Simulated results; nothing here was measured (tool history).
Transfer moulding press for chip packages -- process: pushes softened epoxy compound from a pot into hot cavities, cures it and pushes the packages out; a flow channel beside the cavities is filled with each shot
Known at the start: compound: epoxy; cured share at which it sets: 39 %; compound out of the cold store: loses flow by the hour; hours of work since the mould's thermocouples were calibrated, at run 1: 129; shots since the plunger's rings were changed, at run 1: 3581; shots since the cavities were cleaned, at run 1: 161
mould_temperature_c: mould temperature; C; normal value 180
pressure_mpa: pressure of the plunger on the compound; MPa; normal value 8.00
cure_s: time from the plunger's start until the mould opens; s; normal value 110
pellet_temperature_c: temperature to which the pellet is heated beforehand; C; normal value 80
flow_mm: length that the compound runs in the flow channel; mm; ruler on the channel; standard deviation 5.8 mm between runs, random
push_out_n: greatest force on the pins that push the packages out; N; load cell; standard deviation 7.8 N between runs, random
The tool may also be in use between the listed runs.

run	day	mould_temperature_c	pressure_mpa	cure_s	pellet_temperature_c	hours of work since the mould's thermocouples were calibrated	shots since the plunger's rings were changed	shots since the cavities were cleaned	incoming compound's hours out of the cold store	flow_mm	push_out_n
1	0.000	180	8.00	110	80	129	3581	161	22.1	685	325
2	0.421	180	8.00	110	80	135	3694	274	20.7	691	325
3	0.912	184	8.00	110	80	143	3827	407	29.1	659	252
4	1.479	184	8.00	110	80	151	3981	561	36.6	640	245
5	1.854	180	8.00	110	87	157	4083	663	36.6	646	301
# day 2.483: cavities cleaned with cleaning compound and waxed
6	2.504	180	8.00	110	87	165	4242	7	8.7	727	323
7	3.292	180	8.00	110	87	177	4454	219	32.1	668	309
8	3.929	180	8.00	110	87	186	4627	392	12.1	712	324
9	4.783	180	8.00	110	80	199	4858	623	28.3	672	317
10	5.225	180	8.00	105	80	205	4977	742	24.6	681	359
# day 5.558: cavities cleaned with cleaning compound and waxed
11	5.675	180	8.00	105	80	211	5081	30	8.8	729	376
12	6.092	180	8.00	105	80	217	5194	143	8.7	728	375
13	6.575	180	8.00	95	80	224	5325	274	39.2	634	430
14	7.467	180	8.00	95	80	237	5566	515	33.3	660	429
15	8.004	185	6.46	132	76	245	5711	660	40.6	560	199
# day 8.617: cavities cleaned with cleaning compound and waxed
16	8.946	185	6.46	118	76	258	5950	90	25.9	603	226
17	9.596	185	7.36	118	76	268	6125	265	44.4	591	225
18	10.021	180	8.00	113	80	274	6240	380	41.4	635	278
19	10.600	186	8.00	110	86	283	6397	537	14.2	701	240
# day 10.833: plunger's sealing rings changed
20	11.479	180	8.00	110	83	294	174	746	17.5	697	319

Run 21, settings as shown, results not yet in. Your forecast:
# day 11.788: cavities cleaned with cleaning compound and waxed
21	12.117	175	8.00	95	83	302	330	90	14.5	?	?

Run 21 yielded flow_mm 718 mm, push_out_n 630 N.
Minus the tool's unlogged condition, the same run would have read flow_mm 718 mm, push_out_n 627 N.

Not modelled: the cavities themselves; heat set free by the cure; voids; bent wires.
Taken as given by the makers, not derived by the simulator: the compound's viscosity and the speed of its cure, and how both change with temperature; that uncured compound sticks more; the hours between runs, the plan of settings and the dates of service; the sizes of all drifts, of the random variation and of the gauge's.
